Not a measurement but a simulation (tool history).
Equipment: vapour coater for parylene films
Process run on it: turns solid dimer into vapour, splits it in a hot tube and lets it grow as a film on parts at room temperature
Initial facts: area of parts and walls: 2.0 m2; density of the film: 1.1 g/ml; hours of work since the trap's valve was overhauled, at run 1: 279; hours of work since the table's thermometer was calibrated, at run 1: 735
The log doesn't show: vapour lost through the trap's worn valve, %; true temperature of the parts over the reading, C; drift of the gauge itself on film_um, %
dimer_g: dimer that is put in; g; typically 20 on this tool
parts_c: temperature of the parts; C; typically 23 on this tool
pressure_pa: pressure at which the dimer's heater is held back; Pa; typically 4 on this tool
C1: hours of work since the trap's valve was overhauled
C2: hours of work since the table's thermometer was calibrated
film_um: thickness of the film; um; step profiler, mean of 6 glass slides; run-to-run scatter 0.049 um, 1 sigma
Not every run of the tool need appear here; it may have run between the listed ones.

Run 1, hour 0: usual settings; C1 279; C2 735. Result: film_um 5.2 um.
Run 2, hour 27.2: usual settings but pressure_pa 6.27 Pa; C1 297; C2 753. Result: film_um 4.73 um.
Run 3, hour 50.6: usual settings but pressure_pa 6.27 Pa; C1 313; C2 769. Result: film_um 4.76 um.
Run 4, hour 82.5: usual settings but pressure_pa 6.27 Pa; C1 335; C2 791. Result: film_um 4.66 um.
Run 5, hour 117.7: usual settings but pressure_pa 6.27 Pa; C1 358; C2 814. Result: film_um 4.75 um.
Run 6, hour 161.4: usual settings but parts_c 30 C; C1 388; C2 844. Result: film_um 4.06 um.
Run 7, hour 184.2: usual settings but parts_c 30 C; C1 403; C2 859. Result: film_um 4.1 um.
Run 8, hour 209.1: usual settings but parts_c 16 C; C1 420; C2 876. Result: film_um 6.52 um.
Run 9, hour 252.9: usual settings; C1 450; C2 905. Result: film_um 5.08 um.
Run 10, hour 273.5: usual settings; C1 463; C2 919. Result: film_um 5.16 um.
Run 11, hour 305: usual settings; C1 485; C2 941. Result: film_um 5.13 um.
Run 12, hour 349.7: usual settings; C1 515; C2 971. Result: film_um 5.09 um.
At hour 357.5: trap's valve overhauled.
Run 13, hour 396.9: usual settings; C1 27; C2 1000. Result: film_um 4.76 um.
Run 14, hour 417.7: usual settings but dimer_g 30 g, parts_c 20 C; C1 41; C2 1014. Result: film_um 7.98 um.
Run 15, hour 453.8: usual settings but dimer_g 10 g, parts_c 16 C; C1 65; C2 1038. Result: film_um 2.98 um.
At hour 460.6: trap's valve overhauled, once more.
Run 16, hour 501.4: usual settings but dimer_g 10 g, parts_c 16 C; C1 27; C2 1068. Result: film_um 3.38 um.
Run 17, hour 541.3: usual settings but dimer_g 13 g, parts_c 25 C, pressure_pa 4.19 Pa; C1 54; C2 1094. Result: film_um 3.23 um.
Run 18, hour 571.6: usual settings but dimer_g 18 g, parts_c 25 C, pressure_pa 7.67 Pa; C1 75; C2 1115. Result: film_um 3.87 um.
Run 19, hour 614.9: usual settings but dimer_g 22 g, parts_c 18 C, pressure_pa 9.75 Pa; C1 104; C2 1144. Result: film_um 5.7 um.
Run 20, hour 642.6: usual settings but dimer_g 15 g, parts_c 29 C, pressure_pa 2.45 Pa; C1 123; C2 1163. Result: film_um 3.61 um.
Run 21, hour 674.1: usual settings but dimer_g 10 g, parts_c 19 C, pressure_pa 4.92 Pa; C1 144; C2 1184. Result: film_um 2.85 um.
Run 22, hour 717.9: usual settings but dimer_g 10 g, parts_c 19 C, pressure_pa 4.92 Pa; C1 173; C2 1213. Result: film_um 2.92 um.
Run 23, hour 761.8: usual settings but dimer_g 10 g, parts_c 19 C, pressure_pa 4.92 Pa; C1 203; C2 1243. Result: film_um 2.82 um.
Run 24, hour 795: usual settings but dimer_g 28 g, parts_c 35 C; C1 225; C2 1265. Result: film_um 4.92 um.
Run 25, hour 823.4: usual settings but parts_c 22 C, pressure_pa 7.05 Pa; C1 245; C2 1285. Result: film_um 4.67 um.

Forecast each of these 4 alternatives for the next run:
Run A, hour 865.2: usual settings but dimer_g 9 g, parts_c 18 C, pressure_pa 2.13 Pa; C1 273; C2 1313. Result: film_um ?.
Run B, hour 865.2: usual settings but dimer_g 13 g, parts_c 18 C, pressure_pa 2.76 Pa; C1 273; C2 1313. Result: film_um ?.
Run C, hour 865.2: usual settings but dimer_g 9 g, parts_c 31 C, pressure_pa 10.53 Pa; C1 273; C2 1313. Result: film_um ?.
Run D, hour 865.2: usual settings but parts_c 32 C, pressure_pa 9.51 Pa; C1 273; C2 1313. Result: film_um ?.

run  film_um
  A     3.16
  B     4.26
  C     1.45
  D     3.18
The same runs, with their run-to-run variation unchanged, on a tool lacking any hidden condition would have given:
run  film_um
  A     3.38
  B     4.57
  C     1.55
  D      3.4
